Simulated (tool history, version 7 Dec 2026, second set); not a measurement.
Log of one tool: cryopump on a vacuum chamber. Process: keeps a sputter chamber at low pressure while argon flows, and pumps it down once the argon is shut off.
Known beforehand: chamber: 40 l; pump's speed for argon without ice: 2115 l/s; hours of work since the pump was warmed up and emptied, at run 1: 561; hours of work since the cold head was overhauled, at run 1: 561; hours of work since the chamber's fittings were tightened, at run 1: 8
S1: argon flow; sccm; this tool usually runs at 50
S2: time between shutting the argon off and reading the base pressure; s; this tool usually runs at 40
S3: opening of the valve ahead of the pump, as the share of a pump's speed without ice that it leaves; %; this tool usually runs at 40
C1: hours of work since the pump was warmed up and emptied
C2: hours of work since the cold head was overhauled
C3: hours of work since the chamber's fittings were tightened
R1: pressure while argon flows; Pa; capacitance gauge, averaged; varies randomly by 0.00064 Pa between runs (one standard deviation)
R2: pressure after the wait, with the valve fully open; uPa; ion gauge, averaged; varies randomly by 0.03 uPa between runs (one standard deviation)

Run 1, day 0: usual settings; C1 561; C2 561; C3 8. Result: R1 0.1064 Pa, R2 1.57 uPa.
Run 2, day 0.629: usual settings; C1 567; C2 567; C3 15. Result: R1 0.1063 Pa, R2 1.64 uPa.
Run 3, day 1.992: usual settings; C1 582; C2 582; C3 30. Result: R1 0.1078 Pa, R2 1.59 uPa.
Run 4, day 2.912: usual settings; C1 592; C2 592; C3 40. Result: R1 0.1067 Pa, R2 1.63 uPa.
Run 5, day 3.804: usual settings; C1 602; C2 602; C3 50. Result: R1 0.1065 Pa, R2 1.54 uPa.
Run 6, day 4.925: usual settings but S2 107 s; C1 614; C2 614; C3 62. Result: R1 0.1069 Pa, R2 0.78 uPa.
Run 7, day 5.617: usual settings but S1 22 sccm, S2 23 s, S3 43 %; C1 622; C2 622; C3 69. Result: R1 0.0432 Pa, R2 2.67 uPa.
Run 8, day 6.85: usual settings but S1 23 sccm, S2 181 s, S3 17 %; C1 635; C2 635; C3 83. Result: R1 0.1115 Pa, R2 0.54 uPa.
Run 9, day 7.758: usual settings but S1 94 sccm, S2 41 s, S3 52 %; C1 645; C2 645; C3 93. Result: R1 0.1599 Pa, R2 1.59 uPa.
Run 10, day 8.617: usual settings but S1 97 sccm, S2 37 s; C1 654; C2 654; C3 102. Result: R1 0.2105 Pa, R2 1.75 uPa.
Run 11, day 9.504: usual settings but S1 25 sccm, S2 243 s, S3 23 %; C1 664; C2 664; C3 112. Result: R1 0.0911 Pa, R2 0.47 uPa.

For each run, the measured value with the value that run would have given without the tool's hidden condition subtracted. The run-to-run variation is shared by both, the gauge scatter possibly not:
Hidden conditions of the tool in this case: pump's speed, % of a pump's without ice; cold plate's temperature, K; leak into the chamber, uPa l/s; drift of the gauge itself on working_pa, %; drift of the gauge itself on base_upa, %.
run       R1     R2
  1  +0.0068  +0.05
  2  +0.0069  +0.06
  3  +0.0072  +0.07
  4  +0.0073  +0.06
  5  +0.0075  +0.07
  6  +0.0076  +0.08
  7  +0.0034  +0.08
  8  +0.0037  +0.09
  9  +0.0153  +0.09
 10  +0.0161  +0.09
 11  +0.0042   +0.1

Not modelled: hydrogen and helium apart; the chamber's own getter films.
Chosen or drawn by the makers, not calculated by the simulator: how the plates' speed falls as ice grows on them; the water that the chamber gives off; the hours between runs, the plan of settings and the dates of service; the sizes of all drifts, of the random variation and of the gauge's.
